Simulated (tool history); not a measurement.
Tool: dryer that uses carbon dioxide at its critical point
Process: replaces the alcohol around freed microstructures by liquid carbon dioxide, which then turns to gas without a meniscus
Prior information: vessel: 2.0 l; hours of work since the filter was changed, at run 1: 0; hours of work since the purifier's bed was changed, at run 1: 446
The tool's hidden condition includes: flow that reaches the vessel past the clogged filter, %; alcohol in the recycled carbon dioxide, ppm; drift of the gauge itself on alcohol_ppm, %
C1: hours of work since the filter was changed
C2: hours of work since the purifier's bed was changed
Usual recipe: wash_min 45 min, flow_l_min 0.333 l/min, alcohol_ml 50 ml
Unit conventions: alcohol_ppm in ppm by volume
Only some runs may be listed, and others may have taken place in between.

Run 1, hour 0: usual settings; C1 0; C2 446. Result: alcohol_ppm 157 ppm by volume.
Run 2, hour 17.6: usual settings; C1 11; C2 457. Result: alcohol_ppm 175 ppm by volume.
Run 3, hour 26.6: usual settings; C1 17; C2 463. Result: alcohol_ppm 174 ppm by volume.
Run 4, hour 45.1: usual settings; C1 28; C2 474. Result: alcohol_ppm 176 ppm by volume.
Run 5, hour 62.3: usual settings; C1 39; C2 485. Result: alcohol_ppm 179 ppm by volume.
Run 6, hour 77.3: usual settings but wash_min 35 min; C1 48; C2 495. Result: alcohol_ppm 375 ppm by volume.
Run 7, hour 93.5: usual settings; C1 58; C2 505. Result: alcohol_ppm 193 ppm by volume.
Run 8, hour 108.4: usual settings but alcohol_ml 76 ml; C1 68; C2 514. Result: alcohol_ppm 238 ppm by volume.
Run 9, hour 124.1: usual settings but alcohol_ml 76 ml; C1 77; C2 524. Result: alcohol_ppm 235 ppm by volume.
Run 10, hour 141.7: usual settings; C1 88; C2 535. Result: alcohol_ppm 201 ppm by volume.
Run 11, hour 156.3: usual settings; C1 97; C2 544. Result: alcohol_ppm 217 ppm by volume.
Run 12, hour 166: usual settings; C1 103; C2 550. Result: alcohol_ppm 212 ppm by volume.
Run 13, hour 174.2: usual settings; C1 109; C2 555. Result: alcohol_ppm 218 ppm by volume.
Run 14, hour 192.1: usual settings; C1 120; C2 566. Result: alcohol_ppm 231 ppm by volume.
Run 15, hour 203.9: usual settings but flow_l_min 0.24 l/min; C1 127; C2 573. Result: alcohol_ppm 584 ppm by volume.
Run 16, hour 218: usual settings but flow_l_min 0.24 l/min; C1 136; C2 582. Result: alcohol_ppm 588 ppm by volume.
Run 17, hour 232.5: usual settings but flow_l_min 0.24 l/min; C1 145; C2 591. Result: alcohol_ppm 595 ppm by volume.
Run 18, hour 243: usual settings but flow_l_min 0.24 l/min; C1 151; C2 598. Result: alcohol_ppm 613 ppm by volume.
Run 19, hour 251.7: usual settings but flow_l_min 0.24 l/min; C1 157; C2 603. Result: alcohol_ppm 626 ppm by volume.
Run 20, hour 269.6: usual settings but flow_l_min 0.24 l/min; C1 168; C2 614. Result: alcohol_ppm 672 ppm by volume.
Run 21, hour 285.8: usual settings; C1 178; C2 624. Result: alcohol_ppm 251 ppm by volume.
Run 22, hour 301.2: usual settings but alcohol_ml 79 ml; C1 188; C2 634. Result: alcohol_ppm 347 ppm by volume.
At hour 306.7: inlet filter changed.
Run 23, hour 315.2: usual settings but wash_min 67 min; C1 5; C2 642. Result: alcohol_ppm 157 ppm by volume.
Run 24, hour 333.3: usual settings but wash_min 41 min, flow_l_min 0.212 l/min, alcohol_ml 21 ml; C1 17; C2 653. Result: alcohol_ppm 458 ppm by volume.
Run 25, hour 351: usual settings but alcohol_ml 115 ml; C1 28; C2 664. Result: alcohol_ppm 309 ppm by volume.
Run 26, hour 362.4: usual settings but alcohol_ml 115 ml; C1 35; C2 672. Result: alcohol_ppm 316 ppm by volume.
Run 27, hour 375.7: usual settings but wash_min 64 min, flow_l_min 0.269 l/min, alcohol_ml 77 ml; C1 43; C2 680. Result: alcohol_ppm 196 ppm by volume.
Run 28, hour 393.4: usual settings but flow_l_min 0.263 l/min, alcohol_ml 25 ml; C1 54; C2 691. Result: alcohol_ppm 292 ppm by volume.
Run 29, hour 403.8: usual settings but flow_l_min 0.263 l/min, alcohol_ml 53 ml; C1 60; C2 697. Result: alcohol_ppm 415 ppm by volume.
Run 30, hour 422.7: usual settings but flow_l_min 0.263 l/min, alcohol_ml 53 ml; C1 72; C2 709. Result: alcohol_ppm 446 ppm by volume.
Run 31, hour 440.8: usual settings but flow_l_min 0.263 l/min, alcohol_ml 53 ml; C1 84; C2 720. Result: alcohol_ppm 452 ppm by volume.
Run 32, hour 459.8: usual settings but wash_min 61 min, flow_l_min 0.263 l/min, alcohol_ml 53 ml; C1 95; C2 732. Result: alcohol_ppm 238 ppm by volume.
Run 33, hour 473.3: usual settings but wash_min 61 min, flow_l_min 0.268 l/min, alcohol_ml 30 ml; C1 104; C2 741. Result: alcohol_ppm 197 ppm by volume.
Run 34, hour 484.7: usual settings but wash_min 32 min, alcohol_ml 83 ml; C1 111; C2 748. Result: alcohol_ppm 960 ppm by volume.
Run 35, hour 501.7: usual settings but wash_min 32 min, alcohol_ml 83 ml; C1 121; C2 758. Result: alcohol_ppm 997 ppm by volume.
Run 36, hour 514.4: usual settings but wash_min 62 min, flow_l_min 0.434 l/min, alcohol_ml 45 ml; C1 129; C2 766. Result: alcohol_ppm 172 ppm by volume.
Run 37, hour 526.9: usual settings but wash_min 62 min, flow_l_min 0.434 l/min, alcohol_ml 45 ml; C1 137; C2 774. Result: alcohol_ppm 176 ppm by volume.
Run 38, hour 541.9: usual settings but flow_l_min 0.256 l/min, alcohol_ml 43 ml; C1 147; C2 783. Result: alcohol_ppm 508 ppm by volume.
Run 39, hour 557.8: usual settings but flow_l_min 0.256 l/min, alcohol_ml 43 ml; C1 156; C2 793. Result: alcohol_ppm 516 ppm by volume.
Run 40, hour 570.8: usual settings but wash_min 29 min, flow_l_min 0.256 l/min, alcohol_ml 61 ml; C1 165; C2 801. Result: alcohol_ppm 2331 ppm by volume.
Run 41, hour 585.8: usual settings but wash_min 68 min, flow_l_min 0.215 l/min, alcohol_ml 106 ml; C1 174; C2 811. Result: alcohol_ppm 477 ppm by volume.
Run 42, hour 595.7: usual settings but wash_min 68 min, flow_l_min 0.215 l/min, alcohol_ml 106 ml; C1 180; C2 817. Result: alcohol_ppm 470 ppm by volume.
Run 43, hour 603.4: usual settings but wash_min 68 min, flow_l_min 0.215 l/min, alcohol_ml 106 ml; C1 185; C2 822. Result: alcohol_ppm 482 ppm by volume.
At hour 613.8: inlet filter changed.
Run 44, hour 621.8: usual settings but wash_min 38 min, flow_l_min 0.353 l/min, alcohol_ml 32 ml; C1 5; C2 832. Result: alcohol_ppm 260 ppm by volume.
Run 45, hour 629.8: usual settings but wash_min 42 min, flow_l_min 0.472 l/min, alcohol_ml 69 ml; C1 10; C2 837. Result: alcohol_ppm 209 ppm by volume.
Run 46, hour 639: usual settings but wash_min 42 min, flow_l_min 0.472 l/min, alcohol_ml 69 ml; C1 16; C2 843. Result: alcohol_ppm 203 ppm by volume.

Take each entry between the runs: how does the hidden state at the last listed run before it differ from the hidden state at the first listed run after it?
Logged between run 22 and run 23: inlet filter changed (hour 306.7)
  flow that reaches the vessel past the clogged filter, %: 85.9 -> 99.1; alcohol in the recycled carbon dioxide, ppm: 146.3 -> 148.1
  measured less the result without the state, alcohol_ppm: +262 -> +142 ppm by volume
Logged between run 43 and run 44: inlet filter changed (hour 613.8)
  flow that reaches the vessel past the clogged filter, %: 85.6 -> 99.1; alcohol in the recycled carbon dioxide, ppm: 187.4 -> 189.8
  measured less the result without the state, alcohol_ppm: +350 -> +187 ppm by volume

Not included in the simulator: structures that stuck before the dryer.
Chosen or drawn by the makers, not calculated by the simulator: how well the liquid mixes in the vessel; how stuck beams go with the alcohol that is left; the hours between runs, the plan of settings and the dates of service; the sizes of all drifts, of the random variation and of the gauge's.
